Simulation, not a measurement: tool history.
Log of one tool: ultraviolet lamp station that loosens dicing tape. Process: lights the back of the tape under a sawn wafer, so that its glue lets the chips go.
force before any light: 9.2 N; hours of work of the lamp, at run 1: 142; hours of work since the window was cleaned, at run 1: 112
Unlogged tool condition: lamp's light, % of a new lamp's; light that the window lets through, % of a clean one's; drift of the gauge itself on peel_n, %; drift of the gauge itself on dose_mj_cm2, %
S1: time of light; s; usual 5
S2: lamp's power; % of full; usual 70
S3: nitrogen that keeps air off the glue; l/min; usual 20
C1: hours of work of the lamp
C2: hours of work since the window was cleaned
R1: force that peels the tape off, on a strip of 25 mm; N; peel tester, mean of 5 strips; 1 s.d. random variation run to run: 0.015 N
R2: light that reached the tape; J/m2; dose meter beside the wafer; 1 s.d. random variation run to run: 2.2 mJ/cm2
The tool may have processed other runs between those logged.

run 1 hour=0 | S1=5 S2=70 S3=20 | C1=142 C2=112 | R1=0.712 R2=1860
run 2 hour=17.7 | S1=5 S2=70 S3=7 | C1=151 C2=122 | R1=1.1 R2=1810
run 3 hour=49.3 | S1=5 S2=70 S3=20 | C1=168 C2=138 | R1=0.7 R2=1850
run 4 hour=72.8 | S1=5 S2=70 S3=20 | C1=180 C2=150 | R1=0.733 R2=1820
run 5 hour=87.6 | S1=5 S2=70 S3=20 | C1=188 C2=158 | R1=0.674 R2=1820
run 6 hour=118.1 | S1=3 S2=64 S3=33 | C1=203 C2=174 | R1=1.797 R2=1010
run 7 hour=145.5 | S1=9 S2=62 S3=33 | C1=218 C2=188 | R1=0.296 R2=2920
run 8 hour=172.5 | S1=4 S2=87 S3=11 | C1=232 C2=202 | R1=0.899 R2=1870

Expected results for the next run?
run 9 hour=188.7 | S1=4 S2=87 S3=11 | C1=240 C2=210 | R1=? R2=?

R1: 0.904 N
R2: 1790 J/m2
On a tool with no hidden condition, and with the same random variation, this run would have come out at R1 0.903 N, R2 1790 J/m2.

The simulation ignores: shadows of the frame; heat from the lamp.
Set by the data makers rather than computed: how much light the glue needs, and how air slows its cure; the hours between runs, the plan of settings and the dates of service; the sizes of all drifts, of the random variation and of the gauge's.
